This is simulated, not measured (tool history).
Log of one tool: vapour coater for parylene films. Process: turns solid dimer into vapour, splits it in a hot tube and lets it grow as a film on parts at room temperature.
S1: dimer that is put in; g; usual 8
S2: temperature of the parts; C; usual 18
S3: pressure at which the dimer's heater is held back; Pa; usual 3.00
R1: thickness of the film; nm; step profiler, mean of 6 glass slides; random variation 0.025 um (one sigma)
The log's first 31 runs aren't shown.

run 32 hour=352.0 | S1=12 S2=15 S3=4.53 | R1=4780
run 33 hour=360.3 | S1=9 S2=15 S3=4.53 | R1=3650
run 34 hour=371.6 | S1=9 S2=15 S3=4.53 | R1=3600
run 35 hour=378.6 | S1=8 S2=22 S3=4.53 | R1=2470
run 36 hour=392.2 | S1=8 S2=22 S3=4.53 | R1=2490
run 37 hour=408.2 | S1=6 S2=12 S3=3.34 | R1=2610
run 38 hour=421.5 | S1=8 S2=18 S3=5.12 | R1=2800
run 39 hour=430.9 | S1=4 S2=18 S3=9.93 | R1=1180
run 40 hour=446.5 | S1=4 S2=18 S3=9.93 | R1=1210
run 41 hour=461.6 | S1=4 S2=18 S3=9.93 | R1=1200
run 42 hour=476.6 | S1=4 S2=18 S3=9.93 | R1=1170
run 43 hour=485.1 | S1=7 S2=18 S3=9.97 | R1=2160
run 44 hour=491.6 | S1=9 S2=20 S3=3.00 | R1=3300
run 45 hour=498.8 | S1=9 S2=20 S3=3.00 | R1=3300

Forecast each of these 3 alternatives for the next run:
run A hour=507.6 | S1=8 S2=23 S3=3.00 | R1=?
run B hour=507.6 | S1=8 S2=26 S3=3.00 | R1=?
run C hour=507.6 | S1=5 S2=21 S3=11.78 | R1=?

run=A R1=2600
run=B R1=2370
run=C R1=1270
Without the tool's hidden state the same runs would have given:
run=A R1=2640
run=B R1=2410
run=C R1=1290
